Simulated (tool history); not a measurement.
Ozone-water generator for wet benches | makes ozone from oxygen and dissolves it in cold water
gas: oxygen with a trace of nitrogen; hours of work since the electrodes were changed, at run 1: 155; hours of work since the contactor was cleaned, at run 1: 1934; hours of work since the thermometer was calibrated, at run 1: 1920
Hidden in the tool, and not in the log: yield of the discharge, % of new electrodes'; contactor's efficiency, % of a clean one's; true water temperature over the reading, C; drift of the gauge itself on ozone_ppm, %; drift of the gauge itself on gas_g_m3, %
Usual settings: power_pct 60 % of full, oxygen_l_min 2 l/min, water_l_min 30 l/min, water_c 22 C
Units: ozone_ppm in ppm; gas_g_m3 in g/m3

| run | hour | power_pct | oxygen_l_min | water_l_min | water_c | hours of work since the electrodes were changed | hours of work since the contactor was cleaned | hours of work since the thermometer was calibrated | ozone_ppm | gas_g_m3 |
|---|---|---|---|---|---|---|---|---|---|---|
| 1 | 0 | 60 | 2 | 30 | 22 | 155 | 1934 | 1920 | 7.1 | 188.6 |
| 2 | 33.7 | 60 | 2 | 30 | 22 | 184 | 1963 | 1949 | 7.03 | 190 |
| 3 | 78.3 | 60 | 2 | 30 | 22 | 222 | 2001 | 1987 | 6.91 | 189.4 |
| 4 | 105 | 60 | 2 | 30 | 22 | 245 | 2024 | 2010 | 6.98 | 187.6 |
| 5 | 148.8 | 60 | 2 | 30 | 22 | 282 | 2062 | 2047 | 7.07 | 190.1 |
| 6 | 181.3 | 60 | 2 | 30 | 22 | 310 | 2089 | 2075 | 7.07 | 189.9 |
| 7 | 202.6 | 60 | 2 | 30 | 15 | 328 | 2108 | 2093 | 7.24 | 189.4 |
| 8 | 238.7 | 60 | 2 | 30 | 15 | 359 | 2138 | 2124 | 7.3 | 190.2 |
| 9 | 258.3 | 60 | 2 | 30 | 30 | 376 | 2155 | 2141 | 6.75 | 191.9 |
| 10 | 279.9 | 60 | 2 | 30 | 30 | 394 | 2174 | 2160 | 6.82 | 192.4 |
| 11 | 321.6 | 60 | 2 | 30 | 30 | 430 | 2209 | 2195 | 6.58 | 189.9 |
| 12 | 356.1 | 60 | 1.05 | 30 | 30 | 459 | 2239 | 2225 | 5.65 | 278 |
| 13 | 392.6 | 60 | 1.77 | 30 | 22 | 490 | 2270 | 2256 | 6.83 | 207.1 |
| 14 | 413.1 | 60 | 1.77 | 19 | 15 | 508 | 2288 | 2273 | 11.53 | 205.6 |
| 15 | 440.2 | 61 | 1.77 | 19 | 25 | 531 | 2311 | 2296 | 10.87 | 208.5 |
| 16 | 478.8 | 61 | 1.77 | 19 | 25 | 564 | 2344 | 2330 | 10.92 | 208.7 |
| 17 | 521.8 | 61 | 1.77 | 19 | 25 | 601 | 2380 | 2366 | 10.88 | 209.5 |
| 18 | 562.8 | 61 | 1.77 | 19 | 25 | 636 | 2415 | 2401 | 10.96 | 211.9 |
| 19 | 600.3 | 65 | 2 | 28 | 22 | 668 | 2448 | 2433 | 7.9 | 204.4 |
| 20 | 646 | 65 | 2 | 22 | 16 | 707 | 2487 | 2472 | 10.73 | 204.8 |
| 21 | 682.6 | 60 | 1.08 | 30 | 23 | 738 | 2518 | 2504 | 5.87 | 275.9 |
| 22 | 709.4 | 46 | 1.13 | 30 | 15 | 761 | 2541 | 2527 | 5.14 | 219.4 |
| 23 | 736.1 | 46 | 1.13 | 19 | 14 | 784 | 2564 | 2549 | 8.36 | 218.2 |
| 24 | 766.2 | 60 | 2 | 30 | 22 | 810 | 2589 | 2575 | 7 | 192.3 |

Forecast each of these 3 alternatives for the next run:
| A | 804.1 | 72 | 2 | 30 | 25 | 842 | 2622 | 2608 | ? | ? |
| B | 804.1 | 60 | 1.45 | 39 | 26 | 842 | 2622 | 2608 | ? | ? |
| C | 804.1 | 49 | 1.57 | 37 | 22 | 842 | 2622 | 2608 | ? | ? |

| run | ozone_ppm | gas_g_m3 |
|---|---|---|
| A | 7.96 | 224.2 |
| B | 4.75 | 235.5 |
| C | 4.36 | 192.5 |
Without the tool's hidden state the same runs would have given:
| run | ozone_ppm | gas_g_m3 |
|---|---|---|
| A | 7.97 | 218.6 |
| B | 4.76 | 229.6 |
| C | 4.37 | 187.7 |

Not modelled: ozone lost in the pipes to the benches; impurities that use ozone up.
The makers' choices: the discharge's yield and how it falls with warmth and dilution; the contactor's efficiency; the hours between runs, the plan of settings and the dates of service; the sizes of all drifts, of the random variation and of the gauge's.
